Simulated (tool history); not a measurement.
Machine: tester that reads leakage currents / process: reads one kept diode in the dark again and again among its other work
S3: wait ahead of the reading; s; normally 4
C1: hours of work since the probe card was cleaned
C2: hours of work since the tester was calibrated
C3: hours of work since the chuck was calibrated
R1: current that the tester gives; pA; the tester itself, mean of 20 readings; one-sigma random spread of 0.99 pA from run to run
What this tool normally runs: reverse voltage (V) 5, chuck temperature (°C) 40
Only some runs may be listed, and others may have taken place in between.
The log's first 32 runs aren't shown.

{"run": 33, "day": 106.225, "reverse voltage (V)": 1.99, "chuck temperature (°C)": 29, "S3": 0.4, "C1": 251, "C2": 3413, "C3": 191, "R1": 100.3}
{"run": 34, "day": 110.108, "reverse voltage (V)": 9.6, "chuck temperature (°C)": 25, "S3": 4, "C1": 303, "C2": 3465, "C3": 243, "R1": 123.73}
{"run": 35, "day": 112.938, "reverse voltage (V)": 4.24, "chuck temperature (°C)": 23, "S3": 1.48, "C1": 341, "C2": 3503, "C3": 281, "R1": 77.84}
{"run": 36, "day": 115.862, "reverse voltage (V)": 4.24, "chuck temperature (°C)": 23, "S3": 1.48, "C1": 380, "C2": 3542, "C3": 320, "R1": 78.48}
{"run": 37, "day": 118.492, "reverse voltage (V)": 4.24, "chuck temperature (°C)": 23, "S3": 1.48, "C1": 416, "C2": 3578, "C3": 356, "R1": 77.84}
{"run": 38, "day": 120.854, "reverse voltage (V)": 4.24, "chuck temperature (°C)": 23, "S3": 1.48, "C1": 448, "C2": 3609, "C3": 388, "R1": 77.89}
{"run": 39, "day": 125.329, "reverse voltage (V)": 4.28, "chuck temperature (°C)": 29, "S3": 4, "C1": 508, "C2": 3670, "C3": 448, "R1": 127.82}
{"run": 40, "day": 127.879, "reverse voltage (V)": 1.26, "chuck temperature (°C)": 40, "S3": 0.36, "C1": 542, "C2": 3704, "C3": 482, "R1": 199.66}

4 ways to go on from here, each from the tool as it stands after run 40. What would each give?
{"run": "A", "day": 130.788, "reverse voltage (V)": 18.51, "chuck temperature (°C)": 47, "S3": 0.58, "C1": 581, "C2": 3743, "C3": 521, "R1": "?"}
{"run": "B", "day": 130.788, "reverse voltage (V)": 2.62, "chuck temperature (°C)": 40, "S3": 0.39, "C1": 581, "C2": 3743, "C3": 521, "R1": "?"}
{"run": "C", "day": 130.788, "reverse voltage (V)": 3.15, "chuck temperature (°C)": 32, "S3": 0.48, "C1": 581, "C2": 3743, "C3": 521, "R1": "?"}
{"run": "D", "day": 130.788, "reverse voltage (V)": 1.26, "chuck temperature (°C)": 22, "S3": 3.39, "C1": 581, "C2": 3743, "C3": 521, "R1": "?"}

run=A R1=870.1
run=B R1=258.3
run=C R1=146.73
run=D R1=45.72
Take away the tool's hidden state, keep each run's random variation, and the runs would have read:
run=A R1=889.24
run=B R1=266.53
run=C R1=150.67
run=D R1=46.96
